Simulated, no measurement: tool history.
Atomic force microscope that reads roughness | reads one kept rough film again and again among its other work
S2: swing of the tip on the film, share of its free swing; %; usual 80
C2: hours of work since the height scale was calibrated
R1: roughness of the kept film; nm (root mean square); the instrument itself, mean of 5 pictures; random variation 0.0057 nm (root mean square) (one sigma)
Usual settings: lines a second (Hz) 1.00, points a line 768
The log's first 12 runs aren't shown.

{"run": 13, "hour": 324.0, "lines a second (Hz)": 1.0, "S2": 85, "points a line": 768, "pictures with this tip": 137, "C2": 291, "R1": 0.975}
{"run": 14, "hour": 347.1, "lines a second (Hz)": 1.0, "S2": 80, "points a line": 768, "pictures with this tip": 168, "C2": 302, "R1": 1.004}
{"run": 15, "hour": 364.6, "lines a second (Hz)": 1.0, "S2": 80, "points a line": 768, "pictures with this tip": 192, "C2": 311, "R1": 1.004}
{"run": 16, "hour": 386.8, "lines a second (Hz)": 1.0, "S2": 80, "points a line": 768, "pictures with this tip": 222, "C2": 321, "R1": 1.011}
{"run": 17, "hour": 417.5, "lines a second (Hz)": 0.54, "S2": 80, "points a line": 768, "pictures with this tip": 263, "C2": 336, "R1": 1.039}
{"hour": 426.9, "done": "new tip fitted"}
{"run": 18, "hour": 438.2, "lines a second (Hz)": 1.0, "S2": 76, "points a line": 768, "pictures with this tip": 15, "C2": 345, "R1": 1.025}
{"run": 19, "hour": 467.2, "lines a second (Hz)": 1.0, "S2": 76, "points a line": 768, "pictures with this tip": 54, "C2": 359, "R1": 1.021}
{"run": 20, "hour": 483.8, "lines a second (Hz)": 1.0, "S2": 76, "points a line": 768, "pictures with this tip": 76, "C2": 367, "R1": 1.019}

Run 21 comes next. What will it give?
{"run": 21, "hour": 513.2, "lines a second (Hz)": 1.43, "S2": 66, "points a line": 513, "pictures with this tip": 116, "C2": 381, "R1": "?"}

{"run 21": {"R1": 1.031}}
Without the tool's hidden state the same run would have given R1 1.034 nm (root mean square).

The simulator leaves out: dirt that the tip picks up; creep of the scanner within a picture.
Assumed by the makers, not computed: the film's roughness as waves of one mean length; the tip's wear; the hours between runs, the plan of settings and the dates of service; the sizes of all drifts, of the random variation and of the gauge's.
